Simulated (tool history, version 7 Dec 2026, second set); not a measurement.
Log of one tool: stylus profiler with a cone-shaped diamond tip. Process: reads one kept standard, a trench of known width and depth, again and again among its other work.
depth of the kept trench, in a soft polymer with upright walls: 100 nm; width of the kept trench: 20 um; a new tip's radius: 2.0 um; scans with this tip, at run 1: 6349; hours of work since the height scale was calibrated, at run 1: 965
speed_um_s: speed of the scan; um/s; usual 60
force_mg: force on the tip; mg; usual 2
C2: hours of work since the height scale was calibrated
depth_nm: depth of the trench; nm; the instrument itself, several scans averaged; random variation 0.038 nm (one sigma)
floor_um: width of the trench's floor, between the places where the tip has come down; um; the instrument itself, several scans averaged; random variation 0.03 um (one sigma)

run 1 hour=0 | speed_um_s=60 force_mg=2 | scans_with_this_tip=6349 C2=965 | depth_nm=100.18 floor_um=18.29
run 2 hour=30.6 | speed_um_s=60 force_mg=2 | scans_with_this_tip=6471 C2=984 | depth_nm=100.15 floor_um=18.23
run 3 hour=52.4 | speed_um_s=60 force_mg=2 | scans_with_this_tip=6557 C2=997 | depth_nm=100.23 floor_um=18.2
run 4 hour=79.9 | speed_um_s=60 force_mg=2 | scans_with_this_tip=6666 C2=1014 | depth_nm=100.22 floor_um=18.17
run 5 hour=103.7 | speed_um_s=60 force_mg=2 | scans_with_this_tip=6761 C2=1028 | depth_nm=100.18 floor_um=18.18
run 6 hour=144.2 | speed_um_s=157 force_mg=2 | scans_with_this_tip=6922 C2=1053 | depth_nm=100.19 floor_um=17.67
run 7 hour=174 | speed_um_s=157 force_mg=2 | scans_with_this_tip=7041 C2=1071 | depth_nm=100.18 floor_um=17.7
run 8 hour=212.6 | speed_um_s=60 force_mg=2 | scans_with_this_tip=7194 C2=1094 | depth_nm=100.13 floor_um=18.22
run 9 hour=247 | speed_um_s=60 force_mg=2 | scans_with_this_tip=7331 C2=1115 | depth_nm=100.14 floor_um=18.28
run 10 hour=273.5 | speed_um_s=60 force_mg=2 | scans_with_this_tip=7436 C2=1131 | depth_nm=100.14 floor_um=18.18
run 11 hour=316.9 | speed_um_s=60 force_mg=2 | scans_with_this_tip=7609 C2=1157 | depth_nm=100.14 floor_um=18.21
run 12 hour=350.1 | speed_um_s=60 force_mg=2 | scans_with_this_tip=7741 C2=1177 | depth_nm=100.1 floor_um=18.24
run 13 hour=384.4 | speed_um_s=69 force_mg=2 | scans_with_this_tip=7877 C2=1198 | depth_nm=100.12 floor_um=18.13
run 14 hour=422.5 | speed_um_s=69 force_mg=2 | scans_with_this_tip=8028 C2=1221 | depth_nm=100.21 floor_um=18.15
run 15 hour=447.4 | speed_um_s=60 force_mg=2 | scans_with_this_tip=8127 C2=1236 | depth_nm=100.02 floor_um=18.15
run 16 hour=467.2 | speed_um_s=60 force_mg=2 | scans_with_this_tip=8206 C2=1248 | depth_nm=100.13 floor_um=18.19
run 17 hour=503.6 | speed_um_s=60 force_mg=1.57 | scans_with_this_tip=8350 C2=1270 | depth_nm=100.01 floor_um=18.13
run 18 hour=539.4 | speed_um_s=60 force_mg=1.57 | scans_with_this_tip=8493 C2=1291 | depth_nm=100.03 floor_um=18.14
run 19 hour=577.2 | speed_um_s=60 force_mg=2 | scans_with_this_tip=8643 C2=1314 | depth_nm=100.08 floor_um=18.17
run 20 hour=606.8 | speed_um_s=60 force_mg=2 | scans_with_this_tip=8761 C2=1332 | depth_nm=100.16 floor_um=18.19
-- hour=630.5 height scale calibrated on a step standard
run 21 hour=633.9 | speed_um_s=38 force_mg=2 | scans_with_this_tip=8866 C2=2 | depth_nm=100.46 floor_um=18.24
run 22 hour=676.3 | speed_um_s=38 force_mg=2 | scans_with_this_tip=9035 C2=28 | depth_nm=100.53 floor_um=18.33
run 23 hour=710.6 | speed_um_s=60 force_mg=2 | scans_with_this_tip=9171 C2=48 | depth_nm=100.57 floor_um=18.13
run 24 hour=734.5 | speed_um_s=60 force_mg=2 | scans_with_this_tip=9266 C2=63 | depth_nm=100.51 floor_um=18.1
run 25 hour=771 | speed_um_s=58 force_mg=2 | scans_with_this_tip=9411 C2=85 | depth_nm=100.43 floor_um=18.13
run 26 hour=810.5 | speed_um_s=69 force_mg=2.75 | scans_with_this_tip=9568 C2=109 | depth_nm=100.58 floor_um=18.17
run 27 hour=840.7 | speed_um_s=69 force_mg=2.75 | scans_with_this_tip=9689 C2=127 | depth_nm=100.63 floor_um=18.13
run 28 hour=869.3 | speed_um_s=52 force_mg=0.85 | scans_with_this_tip=9802 C2=144 | depth_nm=100.17 floor_um=18.05
run 29 hour=907.2 | speed_um_s=220 force_mg=0.84 | scans_with_this_tip=9953 C2=167 | depth_nm=100.18 floor_um=16.64
run 30 hour=940.3 | speed_um_s=19 force_mg=0.85 | scans_with_this_tip=10084 C2=187 | depth_nm=100.26 floor_um=18.33
run 31 hour=963.2 | speed_um_s=89 force_mg=4.18 | scans_with_this_tip=10175 C2=201 | depth_nm=100.81 floor_um=18.15
run 32 hour=1002.2 | speed_um_s=89 force_mg=4.18 | scans_with_this_tip=10330 C2=225 | depth_nm=100.8 floor_um=18.09
run 33 hour=1030.8 | speed_um_s=89 force_mg=4.18 | scans_with_this_tip=10444 C2=242 | depth_nm=100.71 floor_um=18.1
run 34 hour=1071.1 | speed_um_s=15 force_mg=0.81 | scans_with_this_tip=10604 C2=266 | depth_nm=100.25 floor_um=18.3
run 35 hour=1098.4 | speed_um_s=137 force_mg=2 | scans_with_this_tip=10713 C2=283 | depth_nm=100.41 floor_um=17.73
run 36 hour=1136.7 | speed_um_s=137 force_mg=2 | scans_with_this_tip=10865 C2=306 | depth_nm=100.46 floor_um=17.71
run 37 hour=1179.3 | speed_um_s=137 force_mg=2 | scans_with_this_tip=11034 C2=332 | depth_nm=100.35 floor_um=17.67
run 38 hour=1210.6 | speed_um_s=40 force_mg=1.08 | scans_with_this_tip=11159 C2=351 | depth_nm=100.18 floor_um=18.05
run 39 hour=1256.6 | speed_um_s=62 force_mg=4.04 | scans_with_this_tip=11342 C2=378 | depth_nm=100.63 floor_um=18.06
run 40 hour=1292.5 | speed_um_s=62 force_mg=4.04 | scans_with_this_tip=11484 C2=400 | depth_nm=100.68 floor_um=18.1
run 41 hour=1328 | speed_um_s=51 force_mg=0.79 | scans_with_this_tip=11625 C2=422 | depth_nm=100.12 floor_um=18.01
run 42 hour=1363.4 | speed_um_s=108 force_mg=2.93 | scans_with_this_tip=11766 C2=443 | depth_nm=100.53 floor_um=17.9
run 43 hour=1394.2 | speed_um_s=108 force_mg=2.93 | scans_with_this_tip=11889 C2=462 | depth_nm=100.44 floor_um=17.93
run 44 hour=1429.2 | speed_um_s=52 force_mg=0.7 | scans_with_this_tip=12028 C2=483 | depth_nm=100.14 floor_um=17.9
run 45 hour=1468.5 | speed_um_s=55 force_mg=2.27 | scans_with_this_tip=12184 C2=506 | depth_nm=100.4 floor_um=18.15
run 46 hour=1501.7 | speed_um_s=15 force_mg=0.71 | scans_with_this_tip=12316 C2=527 | depth_nm=100.07 floor_um=18.2
run 47 hour=1531.7 | speed_um_s=19 force_mg=3.09 | scans_with_this_tip=12435 C2=545 | depth_nm=100.45 floor_um=18.27

Hidden state at the last listed run before each entry between runs and at the first one after, where it differs:
Between runs 20 and 21: height scale calibrated on a step standard (hour 630.5)
  radius of the tip, um: 2.94 -> 2.95; height scale over the true one, %: -0.435 -> -0.014
  measured less the result without the state, depth_nm: -0.44 -> -0.01 nm; floor_um: -0.27 -> -0.28 um
